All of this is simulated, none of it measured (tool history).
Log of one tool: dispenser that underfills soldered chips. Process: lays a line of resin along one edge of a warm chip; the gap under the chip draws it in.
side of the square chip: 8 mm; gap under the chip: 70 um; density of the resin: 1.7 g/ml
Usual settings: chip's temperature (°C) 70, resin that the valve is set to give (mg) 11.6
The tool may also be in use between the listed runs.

run	hour	chip's temperature (°C)	resin that the valve is set to give (mg)	time until the resin shows at the far edge (s)	resin that the valve gave (mg)
1	0	70	11.6	23.8	11.45
# hour 3.1: dispensing valve cleaned and set on the balance
2	8	70	13	30.5	12.97
# hour 9.8: new syringe of resin
3	18.3	56	13	51.3	12.95
# hour 22: new syringe of resin
4	28.5	70	10.8	27.5	10.73
# hour 33.7: new syringe of resin
5	37.5	70	10.8	24.4	10.73
# hour 45.5: new syringe of resin
6	47.3	78	11.6	16.4	11.54
7	53.2	70	11.6	27.8	11.46
# hour 57.8: new syringe of resin
8	60.6	70	14.4	23.4	14.25
9	68.8	70	11.6	31.9	11.46
# hour 70.1: new syringe of resin
10	78.4	75	11.6	23.2	11.44
# hour 82.2: new syringe of resin
11	84.6	63	11.6	31.6	11.41
# hour 89.3: dispensing valve cleaned and set on the balance
12	93.5	63	11.6	40.4	11.59
# hour 95.3: new syringe of resin
13	101.7	58	11.6	45.6	11.56
# hour 107: new syringe of resin
14	110	58	11.6	39.3	11.55
# hour 118.5: new syringe of resin
15	119.9	58	11.6	38.1	11.5
16	126.8	58	11.6	47.9	11.52
# hour 130.4: new syringe of resin
17	136.8	58	11.6	45.5	11.5
# hour 142.3: new syringe of resin
18	146.1	58	11.6	41.3	11.46
19	153	84	12.6	18	12.39
# hour 154: new syringe of resin
20	157.9	83	11	15.2	10.86
21	163.3	83	11	17.8	10.85
# hour 165.7: new syringe of resin
22	171.2	56	14.2	46.4	13.97
# hour 175.1: dispensing valve cleaned and set on the balance
# hour 178.3: new syringe of resin
23	180.2	66	12.7	26.6	12.64
24	186.9	62	12.7	39.8	12.66
# hour 189.8: new syringe of resin
25	192.1	62	12.7	32.4	12.62
26	197	55	12.7	51.4	12.6
# hour 201.6: new syringe of resin
27	206.9	55	12.7	48.6	12.56
# hour 213.1: new syringe of resin
28	213.5	72	13.9	20.3	13.74
29	219.5	72	13.9	23.7	13.76
# hour 224.9: new syringe of resin
30	226.2	72	13.9	20.1	13.7
31	232.9	72	13.9	26	13.7
# hour 236.9: new syringe of resin
32	243.5	77	10.9	20.5	10.72
# hour 248.6: new syringe of resin
33	251.5	56	13.4	42.9	13.13
34	257.6	56	13.4	53.1	13.14
# hour 260.1: new syringe of resin
# hour 261.1: dispensing valve cleaned and set on the balance
35	265.3	56	13.4	43.7	13.38

4 ways to go on from here, each from the tool as it stands after run 35. What would each give?
# hour 273.1: new syringe of resin
A	273.5	56	12.2	?	?
# hour 273.1: new syringe of resin
B	273.5	84	13.7	?	?
# hour 273.1: new syringe of resin
C	273.5	78	11.2	?	?
# hour 273.1: new syringe of resin
D	273.5	61	13.4	?	?

run	time until the resin shows at the far edge (s)	resin that the valve gave (mg)
A	39.2	12.17
B	11.8	13.62
C	15.8	11.15
D	31.9	13.38
Without the tool's hidden state the same runs would have given:
run	time until the resin shows at the far edge (s)	resin that the valve gave (mg)
A	37.9	12.21
B	11.5	13.67
C	15.4	11.19
D	30.9	13.43
